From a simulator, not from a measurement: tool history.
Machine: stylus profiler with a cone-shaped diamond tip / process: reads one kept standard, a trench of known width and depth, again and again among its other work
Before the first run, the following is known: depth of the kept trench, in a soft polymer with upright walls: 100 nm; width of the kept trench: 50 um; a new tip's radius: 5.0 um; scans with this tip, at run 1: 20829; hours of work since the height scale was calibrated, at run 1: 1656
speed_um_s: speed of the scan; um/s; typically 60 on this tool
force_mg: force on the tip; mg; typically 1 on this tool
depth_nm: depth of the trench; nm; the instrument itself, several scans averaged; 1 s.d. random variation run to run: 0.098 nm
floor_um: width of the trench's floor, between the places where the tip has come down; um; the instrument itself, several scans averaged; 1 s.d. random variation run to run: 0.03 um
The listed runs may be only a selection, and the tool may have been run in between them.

run	day	speed_um_s	force_mg	scans with this tip	hours of work since the height scale was calibrated	depth_nm	floor_um
1	0	60	1	20829	1656	100.98	46.01
2	1.329	60	1	20993	1669	100.93	46.04
3	2.942	60	1	21193	1685	100.83	46.02
4	4.217	60	1	21351	1697	100.97	45.97
5	6.104	60	1	21585	1716	100.9	45.97
6	8.092	60	1.7	21831	1735	101.24	46.08
7	9.458	51	1	22001	1749	100.98	46.01
8	10.442	60	1	22123	1758	100.8	45.97
9	11.742	60	1	22284	1771	100.85	45.92
10	12.783	60	1	22413	1782	100.92	45.89
11	13.996	60	1	22563	1793	101	45.92
12	14.962	60	1	22683	1803	101.1	45.91
13	16.258	60	1	22844	1816	100.98	45.94
14	17.279	60	1	22970	1826	100.89	45.94
15	19.075	60	0.43	23193	1844	100.82	45.59
16	20.562	60	0.43	23377	1858	100.9	45.56
17	21.888	24	1	23541	1871	100.94	46.25
18	23.192	60	0.56	23703	1884	100.97	45.67
19	24.583	60	0.56	23875	1898	101.16	45.68
20	26.525	60	0.56	24116	1917	101.08	45.66
21	28.442	129	1	24354	1936	101.15	45.17
# day 28.642: height scale calibrated on a step standard
22	30.396	129	1	24594	17	101.54	45.15
23	32.371	129	1.58	24838	37	101.66	45.36
# day 32.525: height scale calibrated on a step standard, once more
24	33.442	60	1	24968	9	100.37	45.83
25	34.458	198	1	25094	19	100.34	44.48
26	35.483	22	1	25222	29	100.37	46.16
27	37.4	125	0.74	25459	48	100.44	45
28	38.654	19	0.61	25614	60	100.34	46.05
29	39.738	56	0.45	25749	71	100.13	45.5
30	40.758	56	0.45	25875	81	100.14	45.55
# day 41.854: new tip fitted, height scale calibrated
31	42.342	56	0.45	60	5	100.31	47.23
32	44.125	18	2.44	281	22	100.52	47.9
33	45.375	18	2.44	436	35	100.75	47.82
34	46.2	18	2.44	538	43	100.68	47.87
35	47.467	18	2.44	695	55	100.8	47.85
36	48.854	129	1.69	867	69	100.64	47
37	50.05	50	2.16	1016	81	100.62	47.62
38	51.879	73	2.91	1242	99	100.83	47.46
39	53.671	60	2.69	1464	116	100.69	47.56
40	54.654	85	2.86	1586	126	100.85	47.46
41	55.988	85	2.86	1752	139	100.68	47.37
42	57.258	50	0.43	1909	152	100.16	47.1
43	58.471	44	0.45	2059	164	100.34	47.21
44	59.788	174	1.97	2222	177	100.78	46.63
45	61.362	65	1.5	2417	192	100.44	47.33
46	62.908	19	0.85	2609	207	100.25	47.6
47	63.825	22	0.74	2723	216	100.42	47.49

What if the next run were any one of these 3? Each begins from the tool's condition after run 47:
A	65.571	105	0.96	2939	234	?	?
B	65.571	22	0.55	2939	234	?	?
C	65.571	41	2.55	2939	234	?	?

run	depth_nm	floor_um
A	100.34	46.78
B	100.31	47.46
C	100.69	47.55
Without the tool's unlogged condition, the same runs would have read:
run	depth_nm	floor_um
A	100.27	47.01
B	100.24	47.69
C	100.63	47.79
